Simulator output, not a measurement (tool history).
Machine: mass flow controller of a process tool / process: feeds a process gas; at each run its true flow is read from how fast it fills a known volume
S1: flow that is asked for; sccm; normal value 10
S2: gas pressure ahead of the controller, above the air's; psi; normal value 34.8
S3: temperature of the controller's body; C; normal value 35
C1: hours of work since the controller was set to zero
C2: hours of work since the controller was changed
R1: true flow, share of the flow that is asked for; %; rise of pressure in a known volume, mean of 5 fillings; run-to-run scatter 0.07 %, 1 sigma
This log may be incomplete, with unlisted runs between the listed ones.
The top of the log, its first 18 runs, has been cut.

| run | hour | S1 | S2 | S3 | C1 | C2 | R1 |
|---|---|---|---|---|---|---|---|
| 19 | 2376.2 | 10 | 34.8 | 35 | 1815 | 1815 | 98.01 |
| 20 | 2518.8 | 13 | 27.6 | 27 | 1858 | 1858 | 98.97 |
| 21 | 2674.4 | 2 | 39.3 | 35 | 1905 | 1905 | 97.29 |
| 22 | 2760.8 | 7 | 26.5 | 38 | 1931 | 1931 | 97.17 |
| 23 | 2839.1 | 17 | 37.3 | 32 | 1954 | 1954 | 99.22 |
| 24 | 2999.2 | 17 | 37.3 | 32 | 2003 | 2003 | 99.18 |
| 25 | 3163.9 | 4 | 23.6 | 35 | 2052 | 2052 | 96.91 |
| 26 | 3262.5 | 12 | 29.7 | 33 | 2082 | 2082 | 98.21 |
| 27 | 3438.7 | 8 | 29.3 | 35 | 2135 | 2135 | 97.52 |
| 28 | 3564.8 | 3 | 34.8 | 35 | 2173 | 2173 | 97.06 |
| 29 | 3753.8 | 4 | 34.8 | 35 | 2230 | 2230 | 97.33 |
| 30 | 3852 | 8 | 29.4 | 29 | 2260 | 2260 | 98.34 |
| 31 | 3961.3 | 8 | 29.4 | 29 | 2293 | 2293 | 98.22 |
| 32 | 4093.4 | 2 | 34.8 | 35 | 2333 | 2333 | 97.16 |
| 33 | 4173.3 | 2 | 34.8 | 35 | 2357 | 2357 | 97.13 |
| 34 | 4292.8 | 10 | 30.3 | 35 | 2393 | 2393 | 97.85 |
| 35 | 4407.7 | 10 | 39.9 | 35 | 2428 | 2428 | 98.24 |
| 36 | 4552.3 | 10 | 34.8 | 25 | 2471 | 2471 | 99.09 |
| 37 | 4741.1 | 3 | 40.5 | 21 | 2528 | 2528 | 98.83 |

What if the next run were any one of these 5? Each begins from the tool's condition after run 37:
| A | 4847.4 | 10 | 24.1 | 29 | 2560 | 2560 | ? |
| B | 4847.4 | 3 | 31.5 | 24 | 2560 | 2560 | ? |
| C | 4847.4 | 3 | 21.8 | 21 | 2560 | 2560 | ? |
| D | 4847.4 | 3 | 29.7 | 21 | 2560 | 2560 | ? |
| E | 4847.4 | 3 | 26 | 21 | 2560 | 2560 | ? |

| run | R1 |
|---|---|
| A | 98.18 |
| B | 98.25 |
| C | 98.13 |
| D | 98.57 |
| E | 98.34 |
What these runs would have given with no unlogged condition in the tool:
| run | R1 |
|---|---|
| A | 98.16 |
| B | 98.22 |
| C | 98.11 |
| D | 98.54 |
| E | 98.31 |

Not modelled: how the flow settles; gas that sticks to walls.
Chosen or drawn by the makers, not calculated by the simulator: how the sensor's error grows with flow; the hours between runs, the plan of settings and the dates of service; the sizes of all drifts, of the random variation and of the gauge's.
